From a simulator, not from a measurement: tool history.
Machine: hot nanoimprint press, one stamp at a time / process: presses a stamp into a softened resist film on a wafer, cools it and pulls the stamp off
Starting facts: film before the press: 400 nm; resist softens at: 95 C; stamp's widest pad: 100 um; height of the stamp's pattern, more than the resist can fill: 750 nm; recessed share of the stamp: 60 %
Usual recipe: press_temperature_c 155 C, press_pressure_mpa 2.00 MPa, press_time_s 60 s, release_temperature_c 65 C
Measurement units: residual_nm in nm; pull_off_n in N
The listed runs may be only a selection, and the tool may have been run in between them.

| run | day | press_temperature_c | press_pressure_mpa | press_time_s | release_temperature_c | residual_nm | pull_off_n |
|---|---|---|---|---|---|---|---|
| 1 | 0.000 | 155 | 2.00 | 60 | 65 | 228.3 | 117 |
| 2 | 0.258 | 155 | 2.00 | 60 | 65 | 225.7 | 118 |
| 3 | 0.475 | 155 | 2.00 | 39 | 65 | 258.8 | 119 |
| 4 | 0.708 | 155 | 2.00 | 39 | 65 | 259.7 | 123 |
| 5 | 0.921 | 155 | 2.00 | 39 | 65 | 258.9 | 121 |
| 6 | 1.175 | 155 | 2.00 | 60 | 51 | 227.6 | 136 |
| 7 | 1.408 | 155 | 2.00 | 60 | 51 | 225.9 | 136 |
| 8 | 1.783 | 155 | 2.00 | 60 | 57 | 226.3 | 133 |
|  | 1.942 | plate thermocouple calibrated |
| 9 | 2.179 | 155 | 2.50 | 60 | 65 | 206.3 | 125 |
| 10 | 2.508 | 155 | 2.50 | 60 | 65 | 205.4 | 132 |
| 11 | 2.904 | 155 | 2.50 | 60 | 65 | 206.8 | 130 |
| 12 | 3.108 | 155 | 2.00 | 57 | 65 | 228.3 | 130 |
|  | 3.425 | stamp cleaned and given a new release coat |
| 13 | 3.658 | 165 | 2.00 | 57 | 60 | 141.2 | 97 |
|  | 3.883 | plate thermocouple calibrated, once more |
| 14 | 4.004 | 159 | 2.00 | 37 | 70 | 225.0 | 93 |
| 15 | 4.254 | 163 | 3.06 | 60 | 58 | 127.6 | 102 |
| 16 | 4.646 | 158 | 3.16 | 109 | 53 | 126.1 | 111 |
| 17 | 4.979 | 158 | 3.16 | 109 | 53 | 127.0 | 107 |
| 18 | 5.358 | 158 | 3.16 | 109 | 53 | 127.0 | 112 |
| 19 | 5.633 | 158 | 3.16 | 109 | 56 | 127.2 | 107 |
| 20 | 6.033 | 157 | 2.00 | 30 | 65 | 258.9 | 104 |
| 21 | 6.388 | 157 | 2.46 | 30 | 62 | 241.8 | 104 |
| 22 | 6.767 | 157 | 2.46 | 30 | 62 | 240.1 | 112 |
| 23 | 6.942 | 157 | 2.46 | 30 | 62 | 238.8 | 113 |

Branching from run 23: 4 alternative next runs. What would each branch give?
| A | 7.346 | 157 | 2.46 | 37 | 58 | ? | ? |
| B | 7.346 | 157 | 2.46 | 30 | 61 | ? | ? |
| C | 7.346 | 157 | 2.46 | 32 | 62 | ? | ? |
| D | 7.346 | 166 | 1.26 | 38 | 65 | ? | ? |

| run | residual_nm | pull_off_n |
|---|---|---|
| A | 224.4 | 118 |
| B | 240.0 | 111 |
| C | 237.8 | 112 |
| D | 196.6 | 110 |
Stripped of hidden state, with their random variation kept, the same runs would have yielded:
| run | residual_nm | pull_off_n |
|---|---|---|
| A | 225.2 | 100 |
| B | 240.8 | 94 |
| C | 238.6 | 94 |
| D | 197.7 | 92 |

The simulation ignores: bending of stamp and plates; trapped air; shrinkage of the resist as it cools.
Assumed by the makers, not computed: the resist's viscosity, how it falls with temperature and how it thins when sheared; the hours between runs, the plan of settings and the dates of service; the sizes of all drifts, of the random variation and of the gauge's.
